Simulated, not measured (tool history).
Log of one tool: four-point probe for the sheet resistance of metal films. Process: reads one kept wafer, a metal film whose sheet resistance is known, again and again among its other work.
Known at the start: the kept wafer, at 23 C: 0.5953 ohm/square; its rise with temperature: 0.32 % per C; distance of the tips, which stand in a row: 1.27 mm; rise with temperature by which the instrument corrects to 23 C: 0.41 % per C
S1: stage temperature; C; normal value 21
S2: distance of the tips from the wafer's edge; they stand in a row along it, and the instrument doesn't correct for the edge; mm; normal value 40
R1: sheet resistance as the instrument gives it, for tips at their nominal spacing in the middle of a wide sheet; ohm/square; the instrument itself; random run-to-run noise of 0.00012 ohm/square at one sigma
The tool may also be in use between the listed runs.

run 1 hour=0 | S1=21 S2=40 | R1=0.597378
run 2 hour=30.9 | S1=21 S2=40 | R1=0.597492
run 3 hour=54.6 | S1=21 S2=40 | R1=0.597512
run 4 hour=88.3 | S1=21 S2=40 | R1=0.597526
run 5 hour=113.2 | S1=21 S2=40 | R1=0.597306
run 6 hour=151.3 | S1=21 S2=15 | R1=0.599296
run 7 hour=205.7 | S1=18 S2=40 | R1=0.599021
run 8 hour=243.8 | S1=18 S2=40 | R1=0.599123
run 9 hour=272.9 | S1=18 S2=40 | R1=0.598871
run 10 hour=302.3 | S1=21 S2=8 | R1=0.604759
run 11 hour=331.5 | S1=33 S2=8 | R1=0.597981
run 12 hour=364.9 | S1=27 S2=8 | R1=0.601384
run 13 hour=405.7 | S1=27 S2=8 | R1=0.601322
run 14 hour=454.5 | S1=27 S2=52 | R1=0.593297
run 15 hour=492.9 | S1=27 S2=52 | R1=0.593249
run 16 hour=519.5 | S1=27 S2=52 | R1=0.593507
run 17 hour=548.2 | S1=21 S2=40 | R1=0.597027
run 18 hour=579 | S1=21 S2=40 | R1=0.596839
run 19 hour=608.4 | S1=21 S2=40 | R1=0.596966
run 20 hour=654.4 | S1=21 S2=40 | R1=0.596687
run 21 hour=697 | S1=21 S2=40 | R1=0.596565
run 22 hour=744.2 | S1=30 S2=40 | R1=0.591735
run 23 hour=774.5 | S1=31 S2=15 | R1=0.592975
run 24 hour=799.7 | S1=24 S2=4 | R1=0.625111
run 25 hour=838.1 | S1=24 S2=4 | R1=0.625056
run 26 hour=883.6 | S1=23 S2=40 | R1=0.595469
run 27 hour=908.1 | S1=27 S2=14 | R1=0.59563
run 28 hour=940 | S1=23 S2=8 | R1=0.603086
run 29 hour=982.9 | S1=24 S2=16 | R1=0.596195
run 30 hour=1036.8 | S1=33 S2=57 | R1=0.589572
run 31 hour=1072.9 | S1=33 S2=57 | R1=0.589396
run 32 hour=1122.1 | S1=29 S2=35 | R1=0.591815
run 33 hour=1177.4 | S1=27 S2=15 | R1=0.594846
run 34 hour=1230.3 | S1=31 S2=20 | R1=0.591725
run 35 hour=1261.3 | S1=31 S2=20 | R1=0.591664
run 36 hour=1291.3 | S1=26 S2=40 | R1=0.59325
run 37 hour=1334 | S1=21 S2=14 | R1=0.598652
run 38 hour=1385.1 | S1=21 S2=14 | R1=0.598405
run 39 hour=1424.4 | S1=23 S2=14 | R1=0.597244
run 40 hour=1472.3 | S1=19 S2=40 | R1=0.597141
run 41 hour=1519.5 | S1=32 S2=41 | R1=0.589794
run 42 hour=1550 | S1=32 S2=41 | R1=0.589662
run 43 hour=1588.5 | S1=29 S2=25 | R1=0.591754
run 44 hour=1632.6 | S1=35 S2=6 | R1=0.601512

The same runs without the tool's hidden state, with the same run-to-run variation:
What the log doesn't record here: inner tips' distance over the nominal, %; tips' flats over new ones', %; wafer's true temperature over the reading, C; drift of the gauge itself on sheet_ohm, %.
run=1 R1=0.59665
run=2 R1=0.596797
run=3 R1=0.59684
run=4 R1=0.596889
run=5 R1=0.596697
run=6 R1=0.598724
run=7 R1=0.598509
run=8 R1=0.59865
run=9 R1=0.598429
run=10 R1=0.604346
run=11 R1=0.597602
run=12 R1=0.601041
run=13 R1=0.60102
run=14 R1=0.593049
run=15 R1=0.593042
run=16 R1=0.593325
run=17 R1=0.596876
run=18 R1=0.59672
run=19 R1=0.596879
run=20 R1=0.596652
run=21 R1=0.596577
run=22 R1=0.59179
run=23 R1=0.59306
run=24 R1=0.625233
run=25 R1=0.625217
run=26 R1=0.595672
run=27 R1=0.595854
run=28 R1=0.60335
run=29 R1=0.5965
run=30 R1=0.589925
run=31 R1=0.589785
run=32 R1=0.59226
run=33 R1=0.595351
run=34 R1=0.592277
run=35 R1=0.592247
run=36 R1=0.593871
run=37 R1=0.59933
run=38 R1=0.599131
run=39 R1=0.598007
run=40 R1=0.597961
run=41 R1=0.590639
run=42 R1=0.590542
run=43 R1=0.592682
run=44 R1=0.602493

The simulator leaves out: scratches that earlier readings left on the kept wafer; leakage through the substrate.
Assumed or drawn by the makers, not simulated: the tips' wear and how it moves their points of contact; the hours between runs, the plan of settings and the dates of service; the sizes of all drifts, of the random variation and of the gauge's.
